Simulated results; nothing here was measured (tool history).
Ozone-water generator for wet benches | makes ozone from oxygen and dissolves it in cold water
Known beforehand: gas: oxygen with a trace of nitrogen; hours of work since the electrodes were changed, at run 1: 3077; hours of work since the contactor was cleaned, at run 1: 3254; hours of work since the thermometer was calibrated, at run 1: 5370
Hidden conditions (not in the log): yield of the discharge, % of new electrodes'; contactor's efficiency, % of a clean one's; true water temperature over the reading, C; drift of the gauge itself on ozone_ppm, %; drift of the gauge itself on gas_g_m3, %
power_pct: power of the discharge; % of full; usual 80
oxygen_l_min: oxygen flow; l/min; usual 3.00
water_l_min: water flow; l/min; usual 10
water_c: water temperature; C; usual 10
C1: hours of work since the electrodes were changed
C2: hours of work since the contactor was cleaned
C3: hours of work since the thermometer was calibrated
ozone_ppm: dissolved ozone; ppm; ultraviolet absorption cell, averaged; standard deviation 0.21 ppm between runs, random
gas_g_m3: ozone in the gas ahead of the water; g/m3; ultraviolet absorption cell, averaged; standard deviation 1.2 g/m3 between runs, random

{"run": 1, "day": 0.0, "power_pct": 80, "oxygen_l_min": 3.0, "water_l_min": 10, "water_c": 10, "C1": 3077, "C2": 3254, "C3": 5370, "ozone_ppm": 27.6, "gas_g_m3": 195.6}
{"run": 2, "day": 3.871, "power_pct": 80, "oxygen_l_min": 1.89, "water_l_min": 10, "water_c": 10, "C1": 3167, "C2": 3344, "C3": 5460, "ozone_ppm": 27.2, "gas_g_m3": 259.8}
{"run": 3, "day": 6.162, "power_pct": 80, "oxygen_l_min": 1.55, "water_l_min": 10, "water_c": 10, "C1": 3221, "C2": 3397, "C3": 5513, "ozone_ppm": 26.4, "gas_g_m3": 292.5}
{"day": 11.362, "done": "water thermometer calibrated"}
{"run": 4, "day": 11.825, "power_pct": 80, "oxygen_l_min": 1.55, "water_l_min": 10, "water_c": 10, "C1": 3352, "C2": 3528, "C3": 11, "ozone_ppm": 26.6, "gas_g_m3": 291.7}
{"run": 5, "day": 16.112, "power_pct": 80, "oxygen_l_min": 3.0, "water_l_min": 10, "water_c": 10, "C1": 3451, "C2": 3628, "C3": 110, "ozone_ppm": 27.4, "gas_g_m3": 194.1}
{"run": 6, "day": 21.388, "power_pct": 99, "oxygen_l_min": 3.0, "water_l_min": 10, "water_c": 10, "C1": 3574, "C2": 3751, "C3": 233, "ozone_ppm": 31.9, "gas_g_m3": 229.5}
{"day": 21.883, "done": "contactor cleaned"}
{"run": 7, "day": 24.558, "power_pct": 99, "oxygen_l_min": 3.0, "water_l_min": 10, "water_c": 11, "C1": 3644, "C2": 62, "C3": 303, "ozone_ppm": 32.7, "gas_g_m3": 226.9}
{"run": 8, "day": 27.746, "power_pct": 46, "oxygen_l_min": 3.0, "water_l_min": 10, "water_c": 10, "C1": 3718, "C2": 136, "C3": 377, "ozone_ppm": 18.4, "gas_g_m3": 124.3}
{"run": 9, "day": 32.754, "power_pct": 46, "oxygen_l_min": 3.0, "water_l_min": 10, "water_c": 11, "C1": 3835, "C2": 253, "C3": 494, "ozone_ppm": 18.0, "gas_g_m3": 124.7}
{"run": 10, "day": 35.596, "power_pct": 43, "oxygen_l_min": 4.33, "water_l_min": 7, "water_c": 12, "C1": 3901, "C2": 319, "C3": 560, "ozone_ppm": 19.7, "gas_g_m3": 94.8}
{"run": 11, "day": 40.338, "power_pct": 80, "oxygen_l_min": 3.0, "water_l_min": 8, "water_c": 10, "C1": 4011, "C2": 429, "C3": 670, "ozone_ppm": 32.5, "gas_g_m3": 189.9}
{"run": 12, "day": 43.225, "power_pct": 91, "oxygen_l_min": 3.0, "water_l_min": 8, "water_c": 8, "C1": 4078, "C2": 496, "C3": 737, "ozone_ppm": 36.5, "gas_g_m3": 210.5}
{"run": 13, "day": 47.946, "power_pct": 91, "oxygen_l_min": 3.0, "water_l_min": 8, "water_c": 8, "C1": 4188, "C2": 606, "C3": 847, "ozone_ppm": 36.2, "gas_g_m3": 207.3}
{"run": 14, "day": 53.296, "power_pct": 91, "oxygen_l_min": 1.98, "water_l_min": 8, "water_c": 11, "C1": 4312, "C2": 730, "C3": 971, "ozone_ppm": 35.0, "gas_g_m3": 269.9}
{"run": 15, "day": 57.858, "power_pct": 91, "oxygen_l_min": 1.98, "water_l_min": 8, "water_c": 11, "C1": 4418, "C2": 837, "C3": 1077, "ozone_ppm": 35.0, "gas_g_m3": 268.5}
{"run": 16, "day": 62.9, "power_pct": 80, "oxygen_l_min": 3.0, "water_l_min": 15, "water_c": 15, "C1": 4535, "C2": 954, "C3": 1194, "ozone_ppm": 18.8, "gas_g_m3": 187.9}

Consider 4 possible next runs. They are alternatives, not a sequence: every one starts from the tool as it was left by run 16. What does each give?
{"run": "A", "day": 67.117, "power_pct": 47, "oxygen_l_min": 1.79, "water_l_min": 10, "water_c": 10, "C1": 4634, "C2": 1052, "C3": 1292, "ozone_ppm": "?", "gas_g_m3": "?"}
{"run": "B", "day": 67.117, "power_pct": 89, "oxygen_l_min": 2.21, "water_l_min": 7, "water_c": 15, "C1": 4634, "C2": 1052, "C3": 1292, "ozone_ppm": "?", "gas_g_m3": "?"}
{"run": "C", "day": 67.117, "power_pct": 42, "oxygen_l_min": 2.27, "water_l_min": 15, "water_c": 12, "C1": 4634, "C2": 1052, "C3": 1292, "ozone_ppm": "?", "gas_g_m3": "?"}
{"run": "D", "day": 67.117, "power_pct": 80, "oxygen_l_min": 1.88, "water_l_min": 10, "water_c": 10, "C1": 4634, "C2": 1052, "C3": 1292, "ozone_ppm": "?", "gas_g_m3": "?"}

run=A ozone_ppm=17.7 gas_g_m3=172.2
run=B ozone_ppm=35.4 gas_g_m3=245.6
run=C ozone_ppm=11.3 gas_g_m3=136.2
run=D ozone_ppm=26.5 gas_g_m3=250.8
Without the tool's hidden state the same runs would have given:
run=A ozone_ppm=19.4 gas_g_m3=186.4
run=B ozone_ppm=41.1 gas_g_m3=281.8
run=C ozone_ppm=12.2 gas_g_m3=145.8
run=D ozone_ppm=30.5 gas_g_m3=285.1
